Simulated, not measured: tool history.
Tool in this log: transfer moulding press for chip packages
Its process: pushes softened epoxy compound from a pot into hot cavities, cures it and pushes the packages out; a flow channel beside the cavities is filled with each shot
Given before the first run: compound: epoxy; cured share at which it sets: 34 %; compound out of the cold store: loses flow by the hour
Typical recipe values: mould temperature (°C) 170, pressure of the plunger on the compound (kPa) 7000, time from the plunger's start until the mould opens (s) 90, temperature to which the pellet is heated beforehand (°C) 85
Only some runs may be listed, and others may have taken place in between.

| run | hour | mould temperature (°C) | pressure of the plunger on the compound (kPa) | time from the plunger's start until the mould opens (s) | temperature to which the pellet is heated beforehand (°C) | incoming compound's hours out of the cold store | length that the compound runs in the flow channel (mm) | greatest force on the pins that push the packages out (N) |
|---|---|---|---|---|---|---|---|---|
| 1 | 0 | 170 | 7000 | 90 | 85 | 15.6 | 853 | 467 |
|  | 32.5 | cavities cleaned with cleaning compound and waxed |
| 2 | 34.6 | 170 | 7000 | 90 | 85 | 46 | 755 | 420 |
|  | 72.5 | cavities cleaned with cleaning compound and waxed |
| 3 | 105.6 | 170 | 7000 | 90 | 85 | 22.5 | 817 | 636 |
|  | 110.9 | cavities cleaned with cleaning compound and waxed |
|  | 137.8 | plunger's sealing rings changed |
|  | 150.5 | cavities cleaned with cleaning compound and waxed |
| 4 | 163.3 | 170 | 7000 | 90 | 85 | 8.2 | 882 | 532 |
|  | 186.3 | cavities cleaned with cleaning compound and waxed |
| 5 | 202 | 170 | 7000 | 90 | 85 | 14.5 | 860 | 568 |
|  | 221.7 | cavities cleaned with cleaning compound and waxed |
|  | 260.7 | cavities cleaned with cleaning compound and waxed |
| 6 | 265.6 | 170 | 7000 | 107 | 85 | 37.3 | 785 | 355 |
|  | 300.8 | cavities cleaned with cleaning compound and waxed |
| 7 | 314.5 | 170 | 7000 | 107 | 83 | 20.5 | 832 | 425 |
|  | 335.9 | cavities cleaned with cleaning compound and waxed |
|  | 372.3 | cavities cleaned with cleaning compound and waxed |
|  | 392.3 | plunger's sealing rings changed |
| 8 | 392.3 | 170 | 7000 | 107 | 83 | 29.7 | 819 | 438 |
|  | 413.5 | cavities cleaned with cleaning compound and waxed |
|  | 450.2 | cavities cleaned with cleaning compound and waxed |
| 9 | 454.8 | 170 | 7000 | 107 | 83 | 44.8 | 770 | 349 |
|  | 485.5 | cavities cleaned with cleaning compound and waxed |
| 10 | 497.5 | 170 | 7000 | 107 | 83 | 24.9 | 826 | 431 |
|  | 520.9 | cavities cleaned with cleaning compound and waxed |
|  | 560.2 | cavities cleaned with cleaning compound and waxed |
| 11 | 566.9 | 170 | 7000 | 107 | 83 | 47.4 | 752 | 373 |
|  | 598.7 | cavities cleaned with cleaning compound and waxed |
| 12 | 624.8 | 170 | 7000 | 107 | 83 | 35.3 | 781 | 487 |
|  | 634.6 | cavities cleaned with cleaning compound and waxed |
|  | 644.1 | plunger's sealing rings changed |
|  | 673.8 | cavities cleaned with cleaning compound and waxed |
| 13 | 673.8 | 170 | 7000 | 107 | 83 | 24.9 | 831 | 339 |

The next listed run, before its measurement:
|  | 704.7 | mould's thermocouples calibrated |
|  | 711.6 | cavities cleaned with cleaning compound and waxed |
| 14 | 718.4 | 167 | 8750 | 97 | 82 | 47.2 | ? | ? |

{"run 14": {"length that the compound runs in the flow channel (mm)": 860, "greatest force on the pins that push the packages out (N)": 495}}
If the tool had no hidden condition, the same run with the same run-to-run variation would have returned length that the compound runs in the flow channel (mm) 868, greatest force on the pins that push the packages out (N) 416.
